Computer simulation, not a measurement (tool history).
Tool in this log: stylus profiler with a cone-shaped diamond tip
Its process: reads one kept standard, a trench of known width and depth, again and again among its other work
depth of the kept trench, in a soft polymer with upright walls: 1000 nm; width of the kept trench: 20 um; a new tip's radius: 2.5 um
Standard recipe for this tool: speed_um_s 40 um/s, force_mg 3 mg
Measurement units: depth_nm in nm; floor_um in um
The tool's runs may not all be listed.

| run | hour | speed_um_s | force_mg | depth_nm | floor_um |
|---|---|---|---|---|---|
| 1 | 0 | 40 | 3 | 1013.06 | 15.8 |
| 2 | 11 | 40 | 3 | 1013.69 | 15.87 |
| 3 | 22.2 | 19 | 3 | 1013.67 | 15.94 |
| 4 | 32.1 | 19 | 3 | 1013.39 | 15.87 |
| 5 | 41 | 19 | 3 | 1013.16 | 15.89 |
| 6 | 56.5 | 19 | 3 | 1013.31 | 15.92 |
| 7 | 67.5 | 132 | 3 | 1013.02 | 15.34 |
| 8 | 80 | 132 | 3 | 1013.34 | 15.39 |
| 9 | 97.9 | 132 | 3 | 1013.07 | 15.39 |
| 10 | 116.8 | 132 | 3 | 1013.3 | 15.36 |
| 11 | 128.6 | 140 | 3 | 1012.93 | 15.27 |
| 12 | 142.6 | 140 | 3 | 1012.91 | 15.35 |
| 13 | 159.9 | 140 | 3 | 1013.31 | 15.3 |
| 14 | 171.1 | 19 | 1.28 | 1007.34 | 15.88 |
| 15 | 181.8 | 135 | 1.34 | 1007.51 | 15.03 |
| 16 | 193 | 18 | 2.21 | 1010.89 | 15.88 |
| 17 | 206.6 | 28 | 4.8 | 1017.84 | 15.89 |
| 18 | 219.7 | 28 | 4.8 | 1018.11 | 15.9 |

Run 19 has not been measured yet. What should we expect?
| 19 | 229.8 | 55 | 3.4 | ? | ? |

depth_nm: 1014.42 nm
floor_um: 15.77 um
The same run, on a tool lacking any hidden state, would have yielded depth_nm 1014.42 nm, floor_um 15.77 um.
